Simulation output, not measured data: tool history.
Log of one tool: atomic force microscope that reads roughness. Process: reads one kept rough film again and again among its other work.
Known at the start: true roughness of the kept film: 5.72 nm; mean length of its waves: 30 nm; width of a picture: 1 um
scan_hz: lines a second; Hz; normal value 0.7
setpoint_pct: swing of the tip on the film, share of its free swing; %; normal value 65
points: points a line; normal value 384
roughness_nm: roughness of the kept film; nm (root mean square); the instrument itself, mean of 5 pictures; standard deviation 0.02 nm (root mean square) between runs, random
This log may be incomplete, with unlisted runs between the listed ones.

run,day,scan_hz,setpoint_pct,points,roughness_nm
1,0,0.7,65,384,4.843
2,0.275,0.7,65,384,4.829
3,0.488,0.7,65,384,4.777
4,0.683,0.7,65,384,4.741
5,1.004,0.7,65,384,4.669
6,1.188,1.034,65,351,4.542
7,1.371,1.253,57,279,4.631
8,1.688,1.253,57,279,4.527
9,2.017,1.873,65,384,4.268
10,2.229,1.873,65,384,4.259

Pick out some run-to-run changes in roughness_nm. Of each, how much would a tool without hidden state show as well, from the settings, what came in and chance, and how much is left for the hidden state and any gauge scatter not in both results compared?
The tool's hidden condition here consists of: radius of the tip, nm; height scale over the true one, %; drift of the gauge itself on roughness_nm, %.
Run 4 -> 5: no setting touched and nothing written in the log between the runs. roughness_nm -0.072 nm (root mean square): hidden state -0.057, all else -0.015.
Run 8 -> 9: scan_hz 1.253 -> 1.873, setpoint_pct 57 -> 65, points 279 -> 384. roughness_nm -0.259 nm (root mean square): hidden state -0.034, all else -0.225.

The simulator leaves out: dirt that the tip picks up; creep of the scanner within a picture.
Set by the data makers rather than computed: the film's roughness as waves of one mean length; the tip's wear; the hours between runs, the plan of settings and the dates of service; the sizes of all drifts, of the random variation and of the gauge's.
